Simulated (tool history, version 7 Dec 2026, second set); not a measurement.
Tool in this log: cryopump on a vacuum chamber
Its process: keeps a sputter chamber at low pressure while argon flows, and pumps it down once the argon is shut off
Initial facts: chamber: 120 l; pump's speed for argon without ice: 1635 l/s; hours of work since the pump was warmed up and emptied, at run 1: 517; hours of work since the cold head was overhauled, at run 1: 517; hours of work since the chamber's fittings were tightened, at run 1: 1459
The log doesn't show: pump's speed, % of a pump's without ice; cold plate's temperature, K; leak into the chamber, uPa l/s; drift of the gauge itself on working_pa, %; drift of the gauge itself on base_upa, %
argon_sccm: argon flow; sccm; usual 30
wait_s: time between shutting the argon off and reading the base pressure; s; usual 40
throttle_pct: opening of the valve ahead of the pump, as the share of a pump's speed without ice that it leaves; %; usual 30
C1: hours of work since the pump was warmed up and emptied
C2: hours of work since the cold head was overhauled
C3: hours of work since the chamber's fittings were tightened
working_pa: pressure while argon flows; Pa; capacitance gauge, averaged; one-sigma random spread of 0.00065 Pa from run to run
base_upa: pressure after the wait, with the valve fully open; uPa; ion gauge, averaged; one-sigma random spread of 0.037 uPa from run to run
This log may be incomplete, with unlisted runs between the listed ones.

run 1 hour=0.0 | argon_sccm=30 wait_s=40 throttle_pct=30 | C1=517 C2=517 C3=1459 | working_pa=0.1056 base_upa=2.24
run 2 hour=37.1 | argon_sccm=30 wait_s=40 throttle_pct=30 | C1=533 C2=533 C3=1476 | working_pa=0.1090 base_upa=2.28
run 3 hour=81.1 | argon_sccm=30 wait_s=40 throttle_pct=30 | C1=553 C2=553 C3=1495 | working_pa=0.1078 base_upa=2.27
run 4 hour=115.4 | argon_sccm=30 wait_s=40 throttle_pct=30 | C1=568 C2=568 C3=1510 | working_pa=0.1082 base_upa=2.32
run 5 hour=156.6 | argon_sccm=30 wait_s=40 throttle_pct=30 | C1=586 C2=586 C3=1528 | working_pa=0.1076 base_upa=2.27
run 6 hour=179.6 | argon_sccm=30 wait_s=40 throttle_pct=30 | C1=596 C2=596 C3=1539 | working_pa=0.1092 base_upa=2.32
run 7 hour=217.8 | argon_sccm=30 wait_s=40 throttle_pct=42 | C1=613 C2=613 C3=1556 | working_pa=0.0791 base_upa=2.32
run 8 hour=258.8 | argon_sccm=30 wait_s=140 throttle_pct=42 | C1=631 C2=631 C3=1574 | working_pa=0.0798 base_upa=0.96
run 9 hour=292.9 | argon_sccm=30 wait_s=40 throttle_pct=30 | C1=646 C2=646 C3=1589 | working_pa=0.1086 base_upa=2.34
run 10 hour=323.9 | argon_sccm=30 wait_s=40 throttle_pct=30 | C1=660 C2=660 C3=1602 | working_pa=0.1073 base_upa=2.21
run 11 hour=368.1 | argon_sccm=22 wait_s=40 throttle_pct=30 | C1=680 C2=680 C3=1622 | working_pa=0.0796 base_upa=2.29
run 12 hour=399.7 | argon_sccm=22 wait_s=40 throttle_pct=30 | C1=694 C2=694 C3=1636 | working_pa=0.0800 base_upa=2.20
run 13 hour=428.1 | argon_sccm=22 wait_s=40 throttle_pct=30 | C1=706 C2=706 C3=1649 | working_pa=0.0795 base_upa=2.28
run 14 hour=453.7 | argon_sccm=22 wait_s=40 throttle_pct=30 | C1=717 C2=717 C3=1660 | working_pa=0.0810 base_upa=2.36
run 15 hour=486.1 | argon_sccm=22 wait_s=40 throttle_pct=30 | C1=732 C2=732 C3=1674 | working_pa=0.0806 base_upa=2.37
run 16 hour=506.1 | argon_sccm=14 wait_s=43 throttle_pct=30 | C1=741 C2=741 C3=1683 | working_pa=0.0508 base_upa=2.15
run 17 hour=531.6 | argon_sccm=22 wait_s=144 throttle_pct=21 | C1=752 C2=752 C3=1694 | working_pa=0.1119 base_upa=0.89
run 18 hour=557.0 | argon_sccm=21 wait_s=203 throttle_pct=16 | C1=763 C2=763 C3=1706 | working_pa=0.1412 base_upa=0.76
run 19 hour=599.5 | argon_sccm=21 wait_s=22 throttle_pct=16 | C1=782 C2=782 C3=1724 | working_pa=0.1402 base_upa=3.87
run 20 hour=623.8 | argon_sccm=43 wait_s=117 throttle_pct=16 | C1=793 C2=793 C3=1735 | working_pa=0.2873 base_upa=1.06
run 21 hour=652.7 | argon_sccm=12 wait_s=92 throttle_pct=16 | C1=805 C2=805 C3=1748 | working_pa=0.0796 base_upa=1.23
run 22 hour=694.5 | argon_sccm=36 wait_s=40 throttle_pct=30 | C1=824 C2=824 C3=1766 | working_pa=0.1329 base_upa=2.38
run 23 hour=735.2 | argon_sccm=30 wait_s=65 throttle_pct=31 | C1=842 C2=842 C3=1784 | working_pa=0.1070 base_upa=1.60
run 24 hour=764.2 | argon_sccm=12 wait_s=40 throttle_pct=51 | C1=855 C2=855 C3=1797 | working_pa=0.0268 base_upa=2.34
run 25 hour=788.7 | argon_sccm=12 wait_s=40 throttle_pct=51 | C1=866 C2=866 C3=1808 | working_pa=0.0277 base_upa=2.37
run 26 hour=834.3 | argon_sccm=13 wait_s=59 throttle_pct=16 | C1=886 C2=886 C3=1828 | working_pa=0.0878 base_upa=1.70
run 27 hour=867.8 | argon_sccm=30 wait_s=40 throttle_pct=33 | C1=901 C2=901 C3=1843 | working_pa=0.1027 base_upa=2.34

4 ways to go on from here, each from the tool as it stands after run 27. What would each give?
run A hour=913.2 | argon_sccm=21 wait_s=223 throttle_pct=33 | C1=921 C2=921 C3=1863 | working_pa=? base_upa=?
run B hour=913.2 | argon_sccm=38 wait_s=27 throttle_pct=25 | C1=921 C2=921 C3=1863 | working_pa=? base_upa=?
run C hour=913.2 | argon_sccm=23 wait_s=168 throttle_pct=41 | C1=921 C2=921 C3=1863 | working_pa=? base_upa=?
run D hour=913.2 | argon_sccm=13 wait_s=28 throttle_pct=39 | C1=921 C2=921 C3=1863 | working_pa=? base_upa=?

run=A working_pa=0.0713 base_upa=0.79
run=B working_pa=0.1676 base_upa=3.34
run=C working_pa=0.0645 base_upa=0.90
run=D working_pa=0.0388 base_upa=3.17
What these runs would have given with no unlogged condition in the tool:
run=A working_pa=0.0656 base_upa=0.55
run=B working_pa=0.1572 base_upa=3.10
run=C working_pa=0.0582 base_upa=0.66
run=D working_pa=0.0352 base_upa=2.93
